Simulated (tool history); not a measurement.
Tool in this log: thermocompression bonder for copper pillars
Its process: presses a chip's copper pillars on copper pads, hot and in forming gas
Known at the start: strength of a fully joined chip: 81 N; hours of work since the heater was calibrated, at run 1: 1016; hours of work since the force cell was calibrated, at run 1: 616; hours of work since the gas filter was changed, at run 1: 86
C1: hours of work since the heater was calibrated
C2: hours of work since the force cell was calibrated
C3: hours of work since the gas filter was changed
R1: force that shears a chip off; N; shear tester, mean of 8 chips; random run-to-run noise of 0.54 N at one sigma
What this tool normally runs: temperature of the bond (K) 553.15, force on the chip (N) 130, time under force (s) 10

run 1 hour=0 | temperature_of_the_bond_(K)=553.15 force_on_the_chip_(N)=130 time_under_force_(s)=10 | C1=1016 C2=616 C3=86 | R1=34.9
run 2 hour=16.7 | temperature_of_the_bond_(K)=553.15 force_on_the_chip_(N)=130 time_under_force_(s)=10 | C1=1026 C2=626 C3=96 | R1=33.9
run 3 hour=43.7 | temperature_of_the_bond_(K)=553.15 force_on_the_chip_(N)=130 time_under_force_(s)=10 | C1=1042 C2=642 C3=112 | R1=34.2
run 4 hour=77.1 | temperature_of_the_bond_(K)=553.15 force_on_the_chip_(N)=130 time_under_force_(s)=10 | C1=1062 C2=662 C3=132 | R1=32.6
-- hour=111.1 forming gas filter changed
run 5 hour=119 | temperature_of_the_bond_(K)=579.15 force_on_the_chip_(N)=130 time_under_force_(s)=10 | C1=1087 C2=687 C3=5 | R1=46.5
run 6 hour=145.3 | temperature_of_the_bond_(K)=579.15 force_on_the_chip_(N)=139 time_under_force_(s)=10 | C1=1103 C2=702 C3=21 | R1=48.6
run 7 hour=185.1 | temperature_of_the_bond_(K)=553.15 force_on_the_chip_(N)=130 time_under_force_(s)=10 | C1=1127 C2=726 C3=44 | R1=34.2
run 8 hour=224.7 | temperature_of_the_bond_(K)=553.15 force_on_the_chip_(N)=130 time_under_force_(s)=10 | C1=1150 C2=750 C3=68 | R1=34.4
run 9 hour=254.3 | temperature_of_the_bond_(K)=553.15 force_on_the_chip_(N)=130 time_under_force_(s)=10 | C1=1168 C2=768 C3=86 | R1=33.9
run 10 hour=284.3 | temperature_of_the_bond_(K)=554.15 force_on_the_chip_(N)=130 time_under_force_(s)=10 | C1=1186 C2=786 C3=104 | R1=34
run 11 hour=303.9 | temperature_of_the_bond_(K)=553.15 force_on_the_chip_(N)=130 time_under_force_(s)=5 | C1=1198 C2=798 C3=116 | R1=25.5
run 12 hour=332.7 | temperature_of_the_bond_(K)=553.15 force_on_the_chip_(N)=130 time_under_force_(s)=10 | C1=1215 C2=815 C3=133 | R1=33.6
-- hour=366.1 forming gas filter changed
run 13 hour=372.1 | temperature_of_the_bond_(K)=553.15 force_on_the_chip_(N)=130 time_under_force_(s)=10 | C1=1238 C2=838 C3=4 | R1=34.7
run 14 hour=411.7 | temperature_of_the_bond_(K)=553.15 force_on_the_chip_(N)=130 time_under_force_(s)=10 | C1=1262 C2=862 C3=27 | R1=35.3
run 15 hour=451.7 | temperature_of_the_bond_(K)=553.15 force_on_the_chip_(N)=130 time_under_force_(s)=10 | C1=1286 C2=886 C3=51 | R1=35
run 16 hour=493.1 | temperature_of_the_bond_(K)=570.15 force_on_the_chip_(N)=130 time_under_force_(s)=11 | C1=1311 C2=911 C3=76 | R1=43.4
run 17 hour=518.4 | temperature_of_the_bond_(K)=570.15 force_on_the_chip_(N)=85 time_under_force_(s)=7 | C1=1326 C2=926 C3=91 | R1=27.2
run 18 hour=550.9 | temperature_of_the_bond_(K)=570.15 force_on_the_chip_(N)=97 time_under_force_(s)=12 | C1=1346 C2=945 C3=111 | R1=36.6
-- hour=555 heater calibrated with a thermocouple chip
run 19 hour=585.5 | temperature_of_the_bond_(K)=570.15 force_on_the_chip_(N)=97 time_under_force_(s)=24 | C1=18 C2=965 C3=130 | R1=46.9
run 20 hour=611 | temperature_of_the_bond_(K)=540.15 force_on_the_chip_(N)=113 time_under_force_(s)=17 | C1=34 C2=980 C3=146 | R1=31.7
-- hour=622.1 forming gas filter changed
run 21 hour=651.4 | temperature_of_the_bond_(K)=540.15 force_on_the_chip_(N)=113 time_under_force_(s)=17 | C1=58 C2=1004 C3=18 | R1=34.9
run 22 hour=686.1 | temperature_of_the_bond_(K)=540.15 force_on_the_chip_(N)=113 time_under_force_(s)=17 | C1=78 C2=1025 C3=38 | R1=34
run 23 hour=704.8 | temperature_of_the_bond_(K)=571.15 force_on_the_chip_(N)=150 time_under_force_(s)=12 | C1=90 C2=1036 C3=50 | R1=50.1
-- hour=710.3 heater calibrated with a thermocouple chip, once more
run 24 hour=748.3 | temperature_of_the_bond_(K)=575.15 force_on_the_chip_(N)=147 time_under_force_(s)=6 | C1=23 C2=1061 C3=74 | R1=38
run 25 hour=783.1 | temperature_of_the_bond_(K)=553.15 force_on_the_chip_(N)=161 time_under_force_(s)=10 | C1=44 C2=1082 C3=95 | R1=35.8
run 26 hour=808.7 | temperature_of_the_bond_(K)=578.15 force_on_the_chip_(N)=161 time_under_force_(s)=20 | C1=59 C2=1097 C3=111 | R1=57
run 27 hour=832.4 | temperature_of_the_bond_(K)=578.15 force_on_the_chip_(N)=161 time_under_force_(s)=20 | C1=73 C2=1111 C3=125 | R1=57
run 28 hour=867.5 | temperature_of_the_bond_(K)=578.15 force_on_the_chip_(N)=161 time_under_force_(s)=20 | C1=94 C2=1132 C3=146 | R1=55.5
-- hour=877.6 forming gas filter changed
run 29 hour=892.3 | temperature_of_the_bond_(K)=561.15 force_on_the_chip_(N)=161 time_under_force_(s)=20 | C1=109 C2=1147 C3=9 | R1=51.8

Branching from run 29: 5 alternative next runs. What would each branch give?
run A hour=933.2 | temperature_of_the_bond_(K)=557.15 force_on_the_chip_(N)=130 time_under_force_(s)=10 | C1=133 C2=1172 C3=33 | R1=?
run B hour=933.2 | temperature_of_the_bond_(K)=568.15 force_on_the_chip_(N)=109 time_under_force_(s)=15 | C1=133 C2=1172 C3=33 | R1=?
run C hour=933.2 | temperature_of_the_bond_(K)=561.15 force_on_the_chip_(N)=161 time_under_force_(s)=7 | C1=133 C2=1172 C3=33 | R1=?
run D hour=933.2 | temperature_of_the_bond_(K)=563.15 force_on_the_chip_(N)=89 time_under_force_(s)=11 | C1=133 C2=1172 C3=33 | R1=?
run E hour=933.2 | temperature_of_the_bond_(K)=546.15 force_on_the_chip_(N)=162 time_under_force_(s)=20 | C1=133 C2=1172 C3=33 | R1=?

run=A R1=34.5
run=B R1=40.6
run=C R1=36.3
run=D R1=28.7
run=E R1=43.5
Without the tool's hidden state the same runs would have given:
run=A R1=35.3
run=B R1=41.5
run=C R1=37.1
run=D R1=29.4
run=E R1=44.5

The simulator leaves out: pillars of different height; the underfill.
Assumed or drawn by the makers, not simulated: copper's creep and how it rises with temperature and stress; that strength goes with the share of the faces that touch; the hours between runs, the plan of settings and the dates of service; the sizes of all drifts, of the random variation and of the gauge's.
